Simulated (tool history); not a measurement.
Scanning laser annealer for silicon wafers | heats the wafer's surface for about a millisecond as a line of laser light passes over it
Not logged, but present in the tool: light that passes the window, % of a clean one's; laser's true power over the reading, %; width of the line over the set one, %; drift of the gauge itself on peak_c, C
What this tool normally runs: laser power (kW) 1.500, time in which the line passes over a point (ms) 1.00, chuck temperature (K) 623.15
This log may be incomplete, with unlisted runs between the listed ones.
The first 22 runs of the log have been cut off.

run	hour	laser power (kW)	time in which the line passes over a point (ms)	chuck temperature (K)	hours of work since the window was cleaned	hours of work since the power meter was calibrated	hours of work since the optics were aligned	highest temperature of the surface (K)
# hour 290.0: window over the wafer cleaned
23	303.6	1.318	1.15	623.15	9	402	188	1296.15
24	318.6	1.318	1.15	623.15	20	412	199	1294.15
25	332.9	1.374	1.22	644.15	30	422	208	1364.15
# hour 345.6: window over the wafer cleaned, once more
26	345.8	1.540	0.86	596.15	0	430	216	1319.15
27	363.8	1.373	1.15	588.15	13	442	229	1308.15
28	372.1	1.508	1.00	623.15	18	448	234	1379.15
29	388.9	1.508	1.00	623.15	30	459	246	1378.15
30	403.1	1.508	1.00	623.15	40	469	256	1375.15
31	412.6	1.615	0.78	612.15	46	476	262	1346.15

Forecast run 32:
32	426.2	1.615	0.78	612.15	56	485	272	?

Run 32 gave highest temperature of the surface (K) 1344.15.
Without the tool's hidden state the same run would have given highest temperature of the surface (K) 1354.15.
